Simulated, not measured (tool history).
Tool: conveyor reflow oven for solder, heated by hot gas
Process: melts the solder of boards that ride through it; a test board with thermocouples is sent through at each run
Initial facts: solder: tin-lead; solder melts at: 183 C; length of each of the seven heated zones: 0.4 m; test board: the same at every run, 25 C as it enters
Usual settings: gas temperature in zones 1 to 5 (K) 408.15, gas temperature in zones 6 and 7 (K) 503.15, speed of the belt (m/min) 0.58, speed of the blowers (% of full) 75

run   hour  gas temperature in zones 1 to 5 (K)  gas temperature in zones 6 and 7 (K)  speed of the belt (m/min)  speed of the blowers (% of full)  highest temperature of the board (K)  time above the solder's melting point (s)
  1      0                               408.15                                503.15                       0.58                                75                                491.05                                       62.5
      22.8  -- belt drive overhauled, speed set with a stopwatch
  2   36.9                               408.15                                503.15                      0.661                                75                                486.65                                       50.7
  3   57.6                               408.15                                503.15                       0.58                                75                                490.75                                       61.9
  4   78.8                               408.15                                503.15                       0.58                                75                                490.55                                       61.7
  5   99.7                               408.15                                503.15                      0.475                                75                                495.45                                       82.8
  6  130.8                               408.15                                503.15                      0.475                                75                                495.65                                       81.7
  7  168.5                               408.15                                503.15                      0.475                                75                                495.45                                       81.9
  8  201.1                               408.15                                510.15                       0.58                                75                                496.45                                       65.6

Expected results for the next run?
  9  228.7                               408.15                                510.15                       0.58                                75                                     ?                                          ?

Run 9 yielded highest temperature of the board (K) 496.05, time above the solder's melting point (s) 66.1.
Without the tool's hidden state the same run would have given highest temperature of the board (K) 497.15, time above the solder's melting point (s) 67.

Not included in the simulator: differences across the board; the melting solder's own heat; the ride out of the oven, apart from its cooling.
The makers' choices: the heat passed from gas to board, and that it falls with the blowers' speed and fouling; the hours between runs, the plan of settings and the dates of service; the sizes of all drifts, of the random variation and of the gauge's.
